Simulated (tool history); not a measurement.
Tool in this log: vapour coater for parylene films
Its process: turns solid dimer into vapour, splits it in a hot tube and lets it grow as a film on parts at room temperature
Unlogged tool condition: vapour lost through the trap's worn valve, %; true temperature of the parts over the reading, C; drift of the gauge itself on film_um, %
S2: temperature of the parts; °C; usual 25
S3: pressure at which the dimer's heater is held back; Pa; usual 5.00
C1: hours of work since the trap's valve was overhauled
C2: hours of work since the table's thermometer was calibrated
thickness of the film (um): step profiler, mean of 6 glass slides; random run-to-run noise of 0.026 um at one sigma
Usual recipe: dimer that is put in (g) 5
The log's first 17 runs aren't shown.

-- day=34.083 trap's valve overhauled
run 18 day=36.433 | dimer_that_is_put_in_(g)=5 S2=25 S3=5.00 | C1=39 C2=954 | thickness_of_the_film_(um)=2.63
run 19 day=37.692 | dimer_that_is_put_in_(g)=3 S2=25 S3=7.13 | C1=60 C2=975 | thickness_of_the_film_(um)=1.48
run 20 day=39.617 | dimer_that_is_put_in_(g)=3 S2=25 S3=7.13 | C1=92 C2=1007 | thickness_of_the_film_(um)=1.48
run 21 day=42.475 | dimer_that_is_put_in_(g)=5 S2=20 S3=5.00 | C1=139 C2=1054 | thickness_of_the_film_(um)=3.24
-- day=43.912 table's thermometer calibrated
run 22 day=45.362 | dimer_that_is_put_in_(g)=8 S2=35 S3=5.00 | C1=186 C2=24 | thickness_of_the_film_(um)=2.58
run 23 day=48.246 | dimer_that_is_put_in_(g)=8 S2=35 S3=5.00 | C1=234 C2=72 | thickness_of_the_film_(um)=2.61
run 24 day=51.246 | dimer_that_is_put_in_(g)=2 S2=35 S3=8.23 | C1=283 C2=121 | thickness_of_the_film_(um)=0.62
run 25 day=52.621 | dimer_that_is_put_in_(g)=5 S2=27 S3=7.00 | C1=306 C2=144 | thickness_of_the_film_(um)=2.21
run 26 day=54.738 | dimer_that_is_put_in_(g)=5 S2=27 S3=7.00 | C1=341 C2=179 | thickness_of_the_film_(um)=2.24
run 27 day=57.562 | dimer_that_is_put_in_(g)=4 S2=20 S3=5.00 | C1=388 C2=226 | thickness_of_the_film_(um)=2.62
run 28 day=59.367 | dimer_that_is_put_in_(g)=5 S2=21 S3=3.05 | C1=418 C2=256 | thickness_of_the_film_(um)=3.44
run 29 day=62.038 | dimer_that_is_put_in_(g)=3 S2=17 S3=5.76 | C1=462 C2=300 | thickness_of_the_film_(um)=2.22
-- day=63.671 trap's valve overhauled
run 30 day=64.808 | dimer_that_is_put_in_(g)=3 S2=17 S3=5.76 | C1=19 C2=343 | thickness_of_the_film_(um)=2.18
run 31 day=67.542 | dimer_that_is_put_in_(g)=6 S2=31 S3=3.27 | C1=64 C2=388 | thickness_of_the_film_(um)=2.60
run 32 day=69.758 | dimer_that_is_put_in_(g)=6 S2=31 S3=3.27 | C1=101 C2=425 | thickness_of_the_film_(um)=2.55
run 33 day=71.925 | dimer_that_is_put_in_(g)=4 S2=35 S3=5.00 | C1=137 C2=461 | thickness_of_the_film_(um)=1.28
run 34 day=73.271 | dimer_that_is_put_in_(g)=4 S2=17 S3=5.00 | C1=159 C2=483 | thickness_of_the_film_(um)=3.02

Alternative continuations, all from the tool just after run 34; predict every row:
run A day=75.800 | dimer_that_is_put_in_(g)=4 S2=17 S3=5.00 | C1=201 C2=525 | thickness_of_the_film_(um)=?
run B day=75.800 | dimer_that_is_put_in_(g)=5 S2=30 S3=6.49 | C1=201 C2=525 | thickness_of_the_film_(um)=?
run C day=75.800 | dimer_that_is_put_in_(g)=6 S2=17 S3=5.00 | C1=201 C2=525 | thickness_of_the_film_(um)=?

run=A thickness_of_the_film_(um)=3.01
run=B thickness_of_the_film_(um)=1.96
run=C thickness_of_the_film_(um)=4.55
Stripped of hidden state, with their random variation kept, the same runs would have yielded:
run=A thickness_of_the_film_(um)=3.01
run=B thickness_of_the_film_(um)=1.96
run=C thickness_of_the_film_(um)=4.56

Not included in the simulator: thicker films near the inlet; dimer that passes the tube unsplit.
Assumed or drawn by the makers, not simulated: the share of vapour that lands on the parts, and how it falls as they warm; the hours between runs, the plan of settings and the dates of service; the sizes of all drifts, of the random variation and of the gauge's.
